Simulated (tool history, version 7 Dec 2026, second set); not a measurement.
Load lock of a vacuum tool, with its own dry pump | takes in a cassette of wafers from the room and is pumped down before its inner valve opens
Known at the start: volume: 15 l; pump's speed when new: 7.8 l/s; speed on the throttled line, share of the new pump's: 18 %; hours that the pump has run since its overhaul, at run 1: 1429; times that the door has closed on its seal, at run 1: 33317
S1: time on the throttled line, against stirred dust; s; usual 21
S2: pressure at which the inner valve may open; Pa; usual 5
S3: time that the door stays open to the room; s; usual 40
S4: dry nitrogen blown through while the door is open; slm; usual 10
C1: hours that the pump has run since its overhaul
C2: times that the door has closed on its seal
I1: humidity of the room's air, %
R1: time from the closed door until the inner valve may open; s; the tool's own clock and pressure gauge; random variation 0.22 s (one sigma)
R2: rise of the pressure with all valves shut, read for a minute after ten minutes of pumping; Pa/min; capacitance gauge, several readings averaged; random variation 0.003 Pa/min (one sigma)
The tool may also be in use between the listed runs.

Run 1, hour 0: usual settings; C1 1429; C2 33317; I1 42.5. Result: R1 36.6 s, R2 0.043 Pa/min.
Run 2, hour 95: usual settings but S2 8 Pa; C1 1523; C2 33762; I1 47.5. Result: R1 35.3 s, R2 0.045 Pa/min.
Run 3, hour 164.4: usual settings but S2 8 Pa; C1 1593; C2 34088; I1 44.8. Result: R1 35.6 s, R2 0.041 Pa/min.
Run 4, hour 222.1: usual settings but S2 8 Pa; C1 1651; C2 34359; I1 45.2. Result: R1 35.5 s, R2 0.043 Pa/min.
Run 5, hour 307.9: usual settings but S2 9 Pa; C1 1736; C2 34761; I1 47.1. Result: R1 35.1 s, R2 0.048 Pa/min.
Run 6, hour 367.9: usual settings but S2 9 Pa; C1 1796; C2 35042; I1 43.4. Result: R1 35.4 s, R2 0.043 Pa/min.
Run 7, hour 471.4: usual settings but S1 15 s; C1 1900; C2 35527; I1 42.8. Result: R1 31.4 s, R2 0.042 Pa/min.
Run 8, hour 547.9: usual settings but S1 15 s; C1 1976; C2 35886; I1 43.5. Result: R1 31.4 s, R2 0.04 Pa/min.
Run 9, hour 636.7: usual settings but S1 15 s, S4 23 slm; C1 2065; C2 36302; I1 45.8. Result: R1 31.6 s, R2 0.034 Pa/min.
Run 10, hour 754.6: usual settings but S4 43 slm; C1 2183; C2 36855; I1 45.2. Result: R1 36.5 s, R2 0.023 Pa/min.
Run 11, hour 814.1: usual settings but S4 43 slm; C1 2243; C2 37134; I1 47.1. Result: R1 36.6 s, R2 0.028 Pa/min.
Run 12, hour 907: usual settings; C1 2336; C2 37569; I1 43.3. Result: R1 36.5 s, R2 0.034 Pa/min.
Run 13, hour 971.3: usual settings but S3 167 s; C1 2400; C2 37871; I1 47.8. Result: R1 36.7 s, R2 0.069 Pa/min.
Run 14, hour 1034.7: usual settings but S1 31 s; C1 2463; C2 38168; I1 43.5. Result: R1 44.6 s, R2 0.045 Pa/min.
Run 15, hour 1088.1: usual settings but S1 31 s; C1 2517; C2 38419; I1 43.8. Result: R1 44.5 s, R2 0.046 Pa/min.
Run 16, hour 1198.5: usual settings but S1 31 s; C1 2627; C2 38936; I1 47.1. Result: R1 44.7 s, R2 0.044 Pa/min.
Run 17, hour 1261.4: usual settings but S1 31 s; C1 2690; C2 39231; I1 47. Result: R1 44.9 s, R2 0.043 Pa/min.
Run 18, hour 1342: usual settings but S4 6 slm; C1 2771; C2 39609; I1 47. Result: R1 36.1 s, R2 0.049 Pa/min.
Run 19, hour 1434: usual settings but S2 4 Pa, S3 117 s, S4 11 slm; C1 2863; C2 40040; I1 46. Result: R1 36.6 s, R2 0.063 Pa/min.
Run 20, hour 1495.1: usual settings but S2 9 Pa, S3 73 s; C1 2924; C2 40326; I1 45.3. Result: R1 35 s, R2 0.049 Pa/min.
Run 21, hour 1591: usual settings but S1 29 s; C1 3020; C2 40776; I1 46.2. Result: R1 43.3 s, R2 0.047 Pa/min.
Run 22, hour 1707.2: usual settings but S1 29 s, S3 39 s, S4 6 slm; C1 3136; C2 41321; I1 42.5. Result: R1 42.6 s, R2 0.045 Pa/min.
Run 23, hour 1816.1: usual settings but S1 29 s, S2 8 Pa, S3 31 s, S4 27 slm; C1 3245; C2 41831; I1 43.4. Result: R1 42.3 s, R2 0.027 Pa/min.
Run 24, hour 1910.4: usual settings; C1 3339; C2 42273; I1 42.7. Result: R1 36.5 s, R2 0.042 Pa/min.
Run 25, hour 1980.6: usual settings; C1 3409; C2 42602; I1 42.1. Result: R1 36.4 s, R2 0.041 Pa/min.
Run 26, hour 2042: usual settings; C1 3470; C2 42890; I1 48.2. Result: R1 36.3 s, R2 0.045 Pa/min.
Run 27, hour 2141.9: usual settings; C1 3570; C2 43359; I1 47.5. Result: R1 36.2 s, R2 0.042 Pa/min.
Run 28, hour 2259: usual settings; C1 3688; C2 43907; I1 44.1. Result: R1 36.6 s, R2 0.039 Pa/min.
Run 29, hour 2328.2: usual settings but S1 16 s, S2 6 Pa, S3 52 s; C1 3757; C2 44232; I1 44. Result: R1 32.1 s, R2 0.042 Pa/min.
Run 30, hour 2379.7: usual settings but S4 15 slm; C1 3808; C2 44474; I1 42.2. Result: R1 36.7 s, R2 0.035 Pa/min.
Run 31, hour 2468.3: usual settings but S3 100 s, S4 11 slm; C1 3897; C2 44889; I1 43.7. Result: R1 36.3 s, R2 0.05 Pa/min.
Run 32, hour 2586.1: usual settings but S2 9 Pa, S3 26 s, S4 11 slm; C1 4015; C2 45441; I1 47. Result: R1 35.3 s, R2 0.039 Pa/min.
Run 33, hour 2652.5: usual settings but S2 9 Pa, S3 26 s, S4 11 slm; C1 4081; C2 45752; I1 43.8. Result: R1 35.2 s, R2 0.038 Pa/min.
Run 34, hour 2702.6: usual settings but S1 26 s, S2 9 Pa, S3 26 s, S4 31 slm; C1 4131; C2 45987; I1 49.5. Result: R1 39.5 s, R2 0.032 Pa/min.
Run 35, hour 2752.4: usual settings but S1 26 s, S2 9 Pa, S3 26 s, S4 31 slm; C1 4181; C2 46221; I1 45. Result: R1 39.4 s, R2 0.031 Pa/min.
Run 36, hour 2837.3: usual settings but S1 26 s, S2 9 Pa, S3 26 s, S4 31 slm; C1 4266; C2 46618; I1 44.3. Result: R1 39.4 s, R2 0.027 Pa/min.

3 ways to go on from here, each from the tool as it stands after run 36. What would each give?
Run A, hour 2933.2: usual settings but S1 26 s, S2 9 Pa, S3 110 s, S4 31 slm; C1 4362; C2 47068; I1 46.5. Result: R1 ?, R2 ?.
Run B, hour 2933.2: usual settings but S2 6 Pa, S3 29 s, S4 32 slm; C1 4362; C2 47068; I1 48.5. Result: R1 ?, R2 ?.
Run C, hour 2933.2: usual settings but S1 30 s, S3 95 s; C1 4362; C2 47068; I1 39. Result: R1 ?, R2 ?.

run    R1     R2
  A  39.8  0.038
  B  36.1  0.035
  C  43.9  0.048
Without the tool's hidden state the same runs would have given:
run    R1     R2
  A  39.8  0.036
  B  36.1  0.034
  C  43.9  0.046

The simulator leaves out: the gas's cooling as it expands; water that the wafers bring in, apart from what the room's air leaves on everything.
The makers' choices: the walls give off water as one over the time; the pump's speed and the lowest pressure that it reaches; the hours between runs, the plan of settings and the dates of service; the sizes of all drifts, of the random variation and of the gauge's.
